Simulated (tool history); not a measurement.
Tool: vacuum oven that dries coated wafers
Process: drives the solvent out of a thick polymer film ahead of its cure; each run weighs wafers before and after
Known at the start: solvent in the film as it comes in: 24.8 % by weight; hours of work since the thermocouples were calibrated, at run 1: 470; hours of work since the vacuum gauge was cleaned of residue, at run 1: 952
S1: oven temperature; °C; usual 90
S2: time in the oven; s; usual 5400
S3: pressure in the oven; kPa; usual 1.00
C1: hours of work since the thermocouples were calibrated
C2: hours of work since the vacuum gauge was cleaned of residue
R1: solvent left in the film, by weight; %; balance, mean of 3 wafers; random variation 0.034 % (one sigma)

| run | hour | S1 | S2 | S3 | C1 | C2 | R1 |
|---|---|---|---|---|---|---|---|
| 1 | 0.0 | 90 | 5400 | 1.00 | 470 | 952 | 1.30 |
| 2 | 62.0 | 90 | 5400 | 1.00 | 514 | 995 | 1.23 |
| 3 | 108.8 | 104 | 5400 | 1.00 | 546 | 1027 | 0.36 |
| 4 | 150.0 | 104 | 5400 | 1.00 | 575 | 1056 | 0.36 |
| 5 | 185.7 | 104 | 5400 | 1.00 | 600 | 1081 | 0.31 |
| 6 | 216.8 | 104 | 5400 | 1.00 | 622 | 1103 | 0.35 |
| 7 | 276.7 | 104 | 5400 | 1.00 | 663 | 1144 | 0.45 |
| 8 | 312.2 | 91 | 3120 | 1.00 | 688 | 1169 | 3.12 |
| 9 | 351.0 | 90 | 6960 | 1.00 | 715 | 1196 | 0.83 |
| 10 | 408.6 | 90 | 5400 | 0.79 | 755 | 1236 | 1.12 |
| 11 | 466.1 | 90 | 3120 | 2.91 | 795 | 1276 | 4.33 |
| 12 | 509.5 | 102 | 5340 | 2.75 | 826 | 1307 | 0.91 |

3 ways to go on from here, each from the tool as it stands after run 12. What would each give?
| A | 562.5 | 102 | 5340 | 0.58 | 862 | 1344 | ? |
| B | 562.5 | 90 | 3420 | 1.54 | 862 | 1344 | ? |
| C | 562.5 | 90 | 5400 | 1.09 | 862 | 1344 | ? |

| run | R1 |
|---|---|
| A | 0.28 |
| B | 3.10 |
| C | 1.26 |
Without the tool's hidden state the same runs would have given:
| run | R1 |
|---|---|
| A | 0.27 |
| B | 3.10 |
| C | 1.26 |
